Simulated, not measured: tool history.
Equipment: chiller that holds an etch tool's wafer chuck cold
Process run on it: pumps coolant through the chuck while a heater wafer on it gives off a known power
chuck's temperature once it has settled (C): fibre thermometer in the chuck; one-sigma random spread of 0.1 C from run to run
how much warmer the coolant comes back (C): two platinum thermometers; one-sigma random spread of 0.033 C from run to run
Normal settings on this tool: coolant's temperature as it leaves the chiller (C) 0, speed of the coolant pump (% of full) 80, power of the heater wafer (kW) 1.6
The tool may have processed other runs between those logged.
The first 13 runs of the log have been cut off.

| run | hour | coolant's temperature as it leaves the chiller (C) | speed of the coolant pump (% of full) | power of the heater wafer (kW) | hours since the coolant was changed and the channels were flushed | hours since the pump was overhauled | hours since the chiller's thermometer was calibrated | chuck's temperature once it has settled (C) | how much warmer the coolant comes back (C) |
|---|---|---|---|---|---|---|---|---|---|
| 14 | 1044.9 | 0 | 98 | 1.6 | 3003 | 2241 | 3763 | 15.3 | 3.56 |
| 15 | 1147.6 | 0 | 98 | 1.6 | 3106 | 2344 | 3866 | 15.2 | 3.5 |
| 16 | 1192.5 | 0 | 98 | 1.6 | 3151 | 2389 | 3911 | 15.3 | 3.52 |
| 17 | 1267.2 | 0 | 98 | 1.6 | 3225 | 2464 | 3986 | 15.4 | 3.54 |
| 18 | 1332.5 | 0 | 69 | 1.2 | 3291 | 2529 | 4051 | 15.2 | 3.87 |
| 19 | 1418.3 | 0 | 69 | 1.2 | 3377 | 2615 | 4137 | 15.4 | 3.83 |
| 20 | 1527.9 | -2 | 74 | 0.866 | 3486 | 2724 | 4246 | 8.4 | 2.53 |
| 21 | 1596 | 6 | 85 | 2.079 | 3554 | 2793 | 4314 | 28.4 | 5.38 |
| 22 | 1672.5 | 6 | 85 | 2.079 | 3631 | 2869 | 4391 | 28.4 | 5.35 |
|  | 1724.5 | chiller's thermometer calibrated |
| 23 | 1751.6 | 5 | 64 | 2.079 | 3709 | 2947 | 27 | 33.1 | 7.24 |
| 24 | 1815.8 | 5 | 64 | 2.079 | 3773 | 3011 | 91 | 33 | 7.28 |
| 25 | 1891.9 | 10 | 98 | 0.841 | 3849 | 3087 | 167 | 18.1 | 1.78 |
| 26 | 1989.7 | -10 | 82 | 1.384 | 3947 | 3185 | 265 | 5.4 | 3.62 |
| 27 | 2087.5 | -10 | 63 | 1.415 | 4045 | 3283 | 363 | 9.4 | 4.95 |
| 28 | 2143.8 | 7 | 81 | 1.415 | 4101 | 3339 | 419 | 22.7 | 3.72 |
| 29 | 2205.8 | 7 | 80 | 0.916 | 4163 | 3401 | 481 | 17.3 | 2.39 |
| 30 | 2289.4 | 4 | 80 | 1.255 | 4247 | 3485 | 565 | 18.2 | 3.38 |
| 31 | 2359.8 | 4 | 67 | 1.255 | 4317 | 3555 | 635 | 20.5 | 4.09 |

Predict each of these 5 candidate next runs independently; none follows another, all start after run 31:
| A | 2439.7 | 4 | 83 | 1.255 | 4397 | 3635 | 715 | ? | ? |
| B | 2439.7 | 0 | 78 | 1.255 | 4397 | 3635 | 715 | ? | ? |
| C | 2439.7 | 3 | 74 | 2.254 | 4397 | 3635 | 715 | ? | ? |
| D | 2439.7 | -9 | 74 | 1.121 | 4397 | 3635 | 715 | ? | ? |
| E | 2439.7 | 4 | 61 | 1.977 | 4397 | 3635 | 715 | ? | ? |

| run | chuck's temperature once it has settled (C) | how much warmer the coolant comes back (C) |
|---|---|---|
| A | 17.7 | 3.23 |
| B | 14.5 | 3.39 |
| C | 30.1 | 6.71 |
| D | 4.4 | 3.22 |
| E | 31.7 | 7.17 |
What these runs would have given with no unlogged condition in the tool:
| run | chuck's temperature once it has settled (C) | how much warmer the coolant comes back (C) |
|---|---|---|
| A | 17.7 | 3.42 |
| B | 14.5 | 3.58 |
| C | 30 | 6.89 |
| D | 4.4 | 3.41 |
| E | 31.7 | 7.36 |
